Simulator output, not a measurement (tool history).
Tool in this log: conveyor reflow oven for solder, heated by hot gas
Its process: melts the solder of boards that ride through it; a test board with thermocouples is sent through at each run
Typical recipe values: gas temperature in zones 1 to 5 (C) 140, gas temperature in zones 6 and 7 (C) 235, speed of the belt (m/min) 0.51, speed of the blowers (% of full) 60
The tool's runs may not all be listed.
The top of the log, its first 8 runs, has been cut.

run   hour  gas temperature in zones 1 to 5 (C)  gas temperature in zones 6 and 7 (C)  speed of the belt (m/min)  speed of the blowers (% of full)  highest temperature of the board (C)  time above the solder's melting point (s)
  9  133.6                                  140                                   250                       0.51                                60                                 225.1                                       67.7
 10  152.3                                  140                                   235                       0.51                                60                                 213.4                                       57.4
 11    163                                  140                                   235                       0.51                                60                                 213.6                                       57.4
 12  177.1                                  140                                   235                      0.608                                60                                 206.5                                       40.2
 13  192.3                                  140                                   235                       0.51                                60                                   213                                       56.7
 14  205.5                                  140                                   235                       0.51                                60                                 212.9                                       57.7
 15  218.5                                  140                                   235                       0.51                                60                                 213.1                                       57.2
 16  230.3                                  140                                   235                       0.51                                60                                 213.1                                       57.7
 17  246.5                                  131                                   235                       0.51                                77                                 214.6                                       56.3
 18  266.3                                  131                                   235                       0.51                                77                                 215.7                                         57
 19  277.1                                  131                                   235                       0.51                                77                                 215.5                                       55.7
 20  288.4                                  132                                   247                      0.433                                76                                 230.5                                       81.3
 21  303.8                                  132                                   241                      0.433                                53                                 220.7                                       73.3
 22  321.3                                  148                                   240                      0.433                                53                                 221.7                                       81.6
 23  341.3                                  148                                   240                      0.433                                53                                 222.8                                       82.2
 24  365.7                                  148                                   240                      0.433                                53                                 222.5                                       81.4
 25  386.9                                  153                                   235                       0.47                                62                                 218.8                                         75
 26  410.7                                  153                                   235                       0.47                                62                                 218.4                                       75.1
 27  436.4                                  134                                   248                       0.51                                60                                 221.6                                       62.9
     452.2  -- flux residue cleaned out of gas plates and filters
 28  453.2                                  134                                   248                       0.51                                60                                 223.3                                       63.8
 29    477                                  140                                   233                      0.494                                60                                 212.4                                       60.2
 30  490.1                                  126                                   233                      0.538                                81                                 211.1                                       48.8
     516.2  -- thermocouples of zones 6 and 7 changed
 31  516.6                                  126                                   235                      0.516                                51                                 206.1                                       44.8

Here are 4 independent what-if runs from the current tool condition. What would each one return?
  A  531.2                                  140                                   228                      0.508                                88                                     ?                                          ?
  B  531.2                                  131                                   238                      0.415                                51                                     ?                                          ?
  C  531.2                                  128                                   235                      0.492                                60                                     ?                                          ?
  D  531.2                                  140                                   228                      0.527                                60                                     ?                                          ?

run  highest temperature of the board (C)  time above the solder's melting point (s)
  A                                 213.3                                       58.6
  B                                 219.5                                         74
  C                                 211.6                                       53.7
  D                                 206.2                                       48.6
What these runs would have given with no unlogged condition in the tool:
run  highest temperature of the board (C)  time above the solder's melting point (s)
  A                                 213.3                                       58.4
  B                                 219.5                                       73.8
  C                                 211.6                                       53.6
  D                                 206.1                                       48.4
